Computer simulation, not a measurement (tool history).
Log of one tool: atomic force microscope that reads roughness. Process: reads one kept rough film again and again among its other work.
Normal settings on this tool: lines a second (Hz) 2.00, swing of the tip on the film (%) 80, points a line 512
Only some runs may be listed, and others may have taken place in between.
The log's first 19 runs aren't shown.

run	day	lines a second (Hz)	swing of the tip on the film (%)	points a line	pictures with this tip	hours of work since the height scale was calibrated	roughness of the kept film (nm (root mean square))
# day 45.354: new tip fitted
20	45.962	2.13	80	501	16	1182	1.144
21	48.196	1.23	61	959	72	1208	1.331
22	50.021	1.06	61	959	118	1229	1.349
# day 51.700: new tip fitted
23	52.512	1.06	61	406	21	1257	1.334
24	54.575	0.64	63	406	73	1281	1.342
25	56.517	2.00	80	708	121	1303	1.146
# day 58.071: new tip fitted
26	58.629	2.82	80	415	14	1327	1.067
# day 60.733: height scale calibrated on a step standard
27	61.629	3.59	55	415	89	10	1.268
28	64.129	1.91	80	400	152	39	1.153
# day 64.462: new tip fitted
29	66.275	0.54	67	400	46	64	1.335
30	67.962	0.54	67	400	88	83	1.343
31	70.342	0.54	67	400	148	110	1.321
# day 70.888: new tip fitted
32	72.229	0.54	67	400	34	132	1.338
33	75.392	0.79	80	387	114	168	1.266
# day 77.271: new tip fitted
34	77.938	0.79	80	387	17	197	1.270
35	80.596	1.10	80	788	84	228	1.253

5 options for the next run, each taken on its own from the tool as it stands now. Forecast them:
A	82.054	2.00	80	954	121	245	?
B	82.054	2.43	80	512	121	245	?
C	82.054	1.33	81	614	121	245	?
D	82.054	0.82	71	891	121	245	?
E	82.054	2.00	80	511	121	245	?

run	roughness of the kept film (nm (root mean square))
A	1.143
B	1.109
C	1.215
D	1.325
E	1.162
Without the tool's hidden state the same runs would have given:
run	roughness of the kept film (nm (root mean square))
A	1.146
B	1.111
C	1.218
D	1.328
E	1.165

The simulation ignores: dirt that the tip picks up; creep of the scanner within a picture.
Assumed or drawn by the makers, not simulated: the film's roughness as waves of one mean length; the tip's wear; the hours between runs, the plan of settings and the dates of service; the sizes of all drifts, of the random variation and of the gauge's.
